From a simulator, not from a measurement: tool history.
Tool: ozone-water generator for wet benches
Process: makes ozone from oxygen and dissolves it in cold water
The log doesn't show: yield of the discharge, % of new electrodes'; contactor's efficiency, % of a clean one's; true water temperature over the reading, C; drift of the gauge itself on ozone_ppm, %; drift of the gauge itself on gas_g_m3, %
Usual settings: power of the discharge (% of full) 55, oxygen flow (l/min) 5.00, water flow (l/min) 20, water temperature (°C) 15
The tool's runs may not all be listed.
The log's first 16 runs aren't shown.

| run | day | power of the discharge (% of full) | oxygen flow (l/min) | water flow (l/min) | water temperature (°C) | hours of work since the electrodes were changed | hours of work since the contactor was cleaned | hours of work since the thermometer was calibrated | dissolved ozone (ppm) | ozone in the gas ahead of the water (g/m3) |
|---|---|---|---|---|---|---|---|---|---|---|
| 17 | 22.838 | 64 | 4.61 | 25 | 8 | 574 | 48 | 1190 | 16.9 | 267.1 |
| 18 | 24.808 | 81 | 5.00 | 20 | 20 | 604 | 79 | 1221 | 21.2 | 285.6 |
| 19 | 26.271 | 46 | 5.57 | 20 | 13 | 627 | 102 | 1243 | 17.0 | 201.1 |
| 20 | 27.933 | 48 | 2.86 | 27 | 8 | 653 | 127 | 1269 | 12.7 | 318.9 |
|  | 28.746 | contactor cleaned, once more |
| 21 | 30.021 | 54 | 2.53 | 20 | 10 | 683 | 20 | 1299 | 20.9 | 363.5 |
| 22 | 31.617 | 55 | 6.84 | 20 | 23 | 708 | 45 | 1324 | 17.2 | 190.9 |
| 23 | 33.367 | 55 | 6.84 | 20 | 23 | 735 | 72 | 1351 | 17.1 | 191.3 |
| 24 | 35.096 | 55 | 8.66 | 20 | 15 | 762 | 99 | 1378 | 18.8 | 165.0 |
| 25 | 36.675 | 48 | 5.13 | 20 | 18 | 786 | 123 | 1402 | 18.1 | 216.6 |
| 26 | 38.604 | 56 | 4.89 | 12 | 13 | 816 | 153 | 1432 | 33.3 | 240.1 |
| 27 | 40.154 | 55 | 6.49 | 30 | 15 | 840 | 177 | 1456 | 13.2 | 198.1 |
| 28 | 41.817 | 55 | 6.49 | 30 | 15 | 866 | 203 | 1482 | 12.9 | 195.9 |
| 29 | 43.192 | 95 | 4.40 | 12 | 8 | 887 | 224 | 1504 | 47.5 | 335.3 |
| 30 | 44.638 | 95 | 4.40 | 12 | 8 | 910 | 247 | 1526 | 47.8 | 337.0 |
| 31 | 46.254 | 55 | 4.40 | 20 | 15 | 935 | 272 | 1551 | 20.3 | 253.4 |
| 32 | 47.767 | 55 | 4.58 | 21 | 15 | 958 | 295 | 1575 | 19.4 | 246.4 |

3 ways to go on from here, each from the tool as it stands after run 32. What would each give?
| A | 49.233 | 55 | 5.00 | 20 | 22 | 981 | 318 | 1597 | ? | ? |
| B | 49.233 | 60 | 5.00 | 20 | 15 | 981 | 318 | 1597 | ? | ? |
| C | 49.233 | 96 | 4.58 | 21 | 15 | 981 | 318 | 1597 | ? | ? |

| run | dissolved ozone (ppm) | ozone in the gas ahead of the water (g/m3) |
|---|---|---|
| A | 18.4 | 234.5 |
| B | 21.1 | 243.8 |
| C | 25.1 | 327.8 |
Without the tool's hidden state the same runs would have given:
| run | dissolved ozone (ppm) | ozone in the gas ahead of the water (g/m3) |
|---|---|---|
| A | 18.6 | 235.3 |
| B | 21.5 | 244.7 |
| C | 25.5 | 329.3 |

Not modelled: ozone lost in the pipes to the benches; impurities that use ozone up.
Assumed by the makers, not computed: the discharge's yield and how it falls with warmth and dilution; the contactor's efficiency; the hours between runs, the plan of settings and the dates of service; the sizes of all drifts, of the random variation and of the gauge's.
